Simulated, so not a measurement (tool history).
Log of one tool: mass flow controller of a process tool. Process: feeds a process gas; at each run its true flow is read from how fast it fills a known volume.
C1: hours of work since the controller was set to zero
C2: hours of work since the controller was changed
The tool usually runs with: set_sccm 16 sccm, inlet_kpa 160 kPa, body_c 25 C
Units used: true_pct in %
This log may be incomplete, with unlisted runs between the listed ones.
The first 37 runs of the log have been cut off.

run 38 hour=12620.2 | set_sccm=5 inlet_kpa=180 body_c=25 | C1=522 C2=522 | true_pct=98.45
run 39 hour=13004.5 | set_sccm=6 inlet_kpa=280 body_c=27 | C1=762 C2=762 | true_pct=99.12
run 40 hour=13357.3 | set_sccm=6 inlet_kpa=280 body_c=27 | C1=983 C2=983 | true_pct=99.06
run 41 hour=13773.2 | set_sccm=11 inlet_kpa=184 body_c=25 | C1=1244 C2=1244 | true_pct=98.98
run 42 hour=14129.5 | set_sccm=11 inlet_kpa=184 body_c=25 | C1=1467 C2=1467 | true_pct=99.07
run 43 hour=14422.4 | set_sccm=11 inlet_kpa=184 body_c=25 | C1=1650 C2=1650 | true_pct=99.09
run 44 hour=14665 | set_sccm=11 inlet_kpa=184 body_c=25 | C1=1802 C2=1802 | true_pct=99.04
run 45 hour=14907.8 | set_sccm=15 inlet_kpa=182 body_c=26 | C1=1954 C2=1954 | true_pct=99.46
run 46 hour=15230.6 | set_sccm=9 inlet_kpa=183 body_c=26 | C1=2156 C2=2156 | true_pct=98.78
run 47 hour=15545.1 | set_sccm=3 inlet_kpa=183 body_c=26 | C1=2353 C2=2353 | true_pct=98.36

Alternative continuations, all from the tool just after run 47; predict every row:
run A hour=15759.4 | set_sccm=5 inlet_kpa=250 body_c=25 | C1=2487 C2=2487 | true_pct=?
run B hour=15759.4 | set_sccm=5 inlet_kpa=183 body_c=26 | C1=2487 C2=2487 | true_pct=?
run C hour=15759.4 | set_sccm=16 inlet_kpa=184 body_c=37 | C1=2487 C2=2487 | true_pct=?
run D hour=15759.4 | set_sccm=14 inlet_kpa=211 body_c=39 | C1=2487 C2=2487 | true_pct=?
run E hour=15759.4 | set_sccm=9 inlet_kpa=226 body_c=39 | C1=2487 C2=2487 | true_pct=?

run=A true_pct=98.93
run=B true_pct=98.46
run=C true_pct=98.96
run=D true_pct=99
run=E true_pct=98.56
The same runs, with their run-to-run variation unchanged, on a tool lacking any hidden condition would have given:
run=A true_pct=98.92
run=B true_pct=98.45
run=C true_pct=98.96
run=D true_pct=98.99
run=E true_pct=98.55
